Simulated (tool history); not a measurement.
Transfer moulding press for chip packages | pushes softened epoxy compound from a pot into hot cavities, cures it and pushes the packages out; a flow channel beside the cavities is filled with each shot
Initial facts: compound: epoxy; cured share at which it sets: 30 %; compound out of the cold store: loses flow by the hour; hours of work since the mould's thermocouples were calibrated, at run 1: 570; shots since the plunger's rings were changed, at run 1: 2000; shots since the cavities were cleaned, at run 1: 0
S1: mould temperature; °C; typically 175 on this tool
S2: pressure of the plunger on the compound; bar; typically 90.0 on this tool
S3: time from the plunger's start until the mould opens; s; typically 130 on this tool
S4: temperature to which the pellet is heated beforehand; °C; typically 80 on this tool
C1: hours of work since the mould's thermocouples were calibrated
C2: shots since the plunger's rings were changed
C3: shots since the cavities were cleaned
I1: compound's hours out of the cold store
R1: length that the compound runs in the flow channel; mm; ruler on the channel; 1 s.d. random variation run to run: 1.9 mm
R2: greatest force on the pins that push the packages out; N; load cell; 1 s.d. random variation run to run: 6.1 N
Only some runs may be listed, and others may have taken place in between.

run 1 day=0.000 | S1=175 S2=90.0 S3=130 S4=80 | C1=570 C2=2000 C3=0 | I1=14.4 | R1=536 R2=227
run 2 day=1.638 | S1=175 S2=90.0 S3=130 S4=78 | C1=598 C2=2376 C3=376 | I1=42.9 | R1=497 R2=229
-- day=2.871 mould's thermocouples calibrated
-- day=3.996 cavities cleaned with cleaning compound and waxed
run 3 day=4.525 | S1=175 S2=99.8 S3=130 S4=78 | C1=27 C2=3007 C3=122 | I1=14.2 | R1=569 R2=227
run 4 day=7.088 | S1=175 S2=90.0 S3=130 S4=80 | C1=71 C2=3596 C3=711 | I1=17.4 | R1=529 R2=226
-- day=7.767 cavities cleaned with cleaning compound and waxed
run 5 day=9.125 | S1=175 S2=90.0 S3=130 S4=80 | C1=105 C2=4050 C3=312 | I1=10.0 | R1=540 R2=222
run 6 day=10.667 | S1=175 S2=90.0 S3=130 S4=80 | C1=131 C2=4405 C3=667 | I1=45.1 | R1=491 R2=224
-- day=11.571 cavities cleaned with cleaning compound and waxed
run 7 day=12.042 | S1=175 S2=90.0 S3=130 S4=80 | C1=153 C2=4707 C3=108 | I1=19.7 | R1=529 R2=231
run 8 day=14.792 | S1=175 S2=105.0 S3=120 S4=80 | C1=201 C2=5340 C3=741 | I1=27.1 | R1=561 R2=236
-- day=15.467 plunger's sealing rings changed
-- day=15.529 cavities cleaned with cleaning compound and waxed
run 9 day=17.183 | S1=176 S2=85.1 S3=121 S4=80 | C1=239 C2=380 C3=380 | I1=22.7 | R1=505 R2=243
-- day=19.421 cavities cleaned with cleaning compound and waxed
run 10 day=19.438 | S1=176 S2=85.1 S3=121 S4=80 | C1=276 C2=885 C3=4 | I1=28.6 | R1=497 R2=236
run 11 day=20.779 | S1=176 S2=85.1 S3=121 S4=86 | C1=299 C2=1193 C3=312 | I1=37.3 | R1=486 R2=236

Each row is a separate what-if for the run after 11, all from the same tool condition, not one after another. Results?
run A day=22.017 | S1=172 S2=90.0 S3=130 S4=80 | C1=320 C2=1479 C3=598 | I1=22.9 | R1=? R2=?
run B day=22.017 | S1=174 S2=101.0 S3=130 S4=89 | C1=320 C2=1479 C3=598 | I1=33.9 | R1=? R2=?
run C day=22.017 | S1=183 S2=90.0 S3=115 S4=82 | C1=320 C2=1479 C3=598 | I1=9.5 | R1=? R2=?
run D day=22.017 | S1=167 S2=90.0 S3=149 S4=80 | C1=320 C2=1479 C3=598 | I1=25.8 | R1=? R2=?
run E day=22.017 | S1=176 S2=90.5 S3=130 S4=80 | C1=320 C2=1479 C3=598 | I1=37.3 | R1=? R2=?

run=A R1=527 R2=251
run=B R1=541 R2=234
run=C R1=525 R2=212
run=D R1=542 R2=287
run=E R1=503 R2=212
Take away the tool's hidden state, keep each run's random variation, and the runs would have read:
run=A R1=527 R2=247
run=B R1=541 R2=231
run=C R1=525 R2=209
run=D R1=542 R2=283
run=E R1=503 R2=209
